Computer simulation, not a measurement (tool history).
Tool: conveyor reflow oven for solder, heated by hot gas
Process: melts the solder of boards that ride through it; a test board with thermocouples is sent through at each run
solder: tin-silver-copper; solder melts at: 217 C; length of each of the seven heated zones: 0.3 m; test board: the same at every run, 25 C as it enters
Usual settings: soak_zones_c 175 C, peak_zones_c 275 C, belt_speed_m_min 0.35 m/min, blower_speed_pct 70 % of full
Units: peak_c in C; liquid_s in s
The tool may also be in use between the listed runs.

Run 1, hour 0: usual settings. Result: peak_c 258.8 C, liquid_s 86 s.
Run 2, hour 12.8: usual settings but belt_speed_m_min 0.414 m/min. Result: peak_c 255.1 C, liquid_s 66.7 s.
Run 3, hour 19.8: usual settings. Result: peak_c 259.8 C, liquid_s 86 s.
Run 4, hour 32.8: usual settings but peak_zones_c 271 C. Result: peak_c 254.9 C, liquid_s 83.7 s.
Run 5, hour 43.4: usual settings but blower_speed_pct 54 % of full. Result: peak_c 256.4 C, liquid_s 82.1 s.
Run 6, hour 54.9: usual settings but blower_speed_pct 54 % of full. Result: peak_c 256.4 C, liquid_s 82.8 s.
Run 7, hour 67.9: usual settings but blower_speed_pct 54 % of full. Result: peak_c 255.9 C, liquid_s 82.6 s.
Run 8, hour 77.4: usual settings but soak_zones_c 165 C. Result: peak_c 257.1 C, liquid_s 79.8 s.
Run 9, hour 84.8: usual settings but soak_zones_c 165 C, blower_speed_pct 74 % of full. Result: peak_c 258.3 C, liquid_s 80.7 s.
Run 10, hour 96.7: usual settings but soak_zones_c 165 C, peak_zones_c 271 C, belt_speed_m_min 0.345 m/min, blower_speed_pct 74 % of full. Result: peak_c 254.9 C, liquid_s 79 s.
At hour 100.7: thermocouples of zones 6 and 7 changed.
Run 11, hour 109.2: usual settings but soak_zones_c 165 C, peak_zones_c 271 C, belt_speed_m_min 0.345 m/min, blower_speed_pct 74 % of full. Result: peak_c 257.9 C, liquid_s 82.4 s.

5 ways to go on from here, each from the tool as it stands after run 11. What would each give?
Run A, hour 117.4: usual settings but soak_zones_c 165 C, peak_zones_c 271 C, belt_speed_m_min 0.342 m/min, blower_speed_pct 74 % of full. Result: peak_c ?, liquid_s ?.
Run B, hour 117.4: usual settings but soak_zones_c 165 C. Result: peak_c ?, liquid_s ?.
Run C, hour 117.4: usual settings but peak_zones_c 280 C, belt_speed_m_min 0.375 m/min, blower_speed_pct 81 % of full. Result: peak_c ?, liquid_s ?.
Run D, hour 117.4: usual settings but peak_zones_c 285 C. Result: peak_c ?, liquid_s ?.
Run E, hour 117.4: usual settings but soak_zones_c 168 C, peak_zones_c 284 C. Result: peak_c ?, liquid_s ?.

run  peak_c  liquid_s
  A   258.3      82.7
  B   261.6      82.6
  C   266.8      84.7
  D   271.9      94.5
  E   269.4      90.1
Without the tool's hidden state the same runs would have given:
run  peak_c  liquid_s
  A   259.1      82.5
  B   262.4      82.4
  C   267.7      84.3
  D   272.7      93.8
  E   270.2      89.6

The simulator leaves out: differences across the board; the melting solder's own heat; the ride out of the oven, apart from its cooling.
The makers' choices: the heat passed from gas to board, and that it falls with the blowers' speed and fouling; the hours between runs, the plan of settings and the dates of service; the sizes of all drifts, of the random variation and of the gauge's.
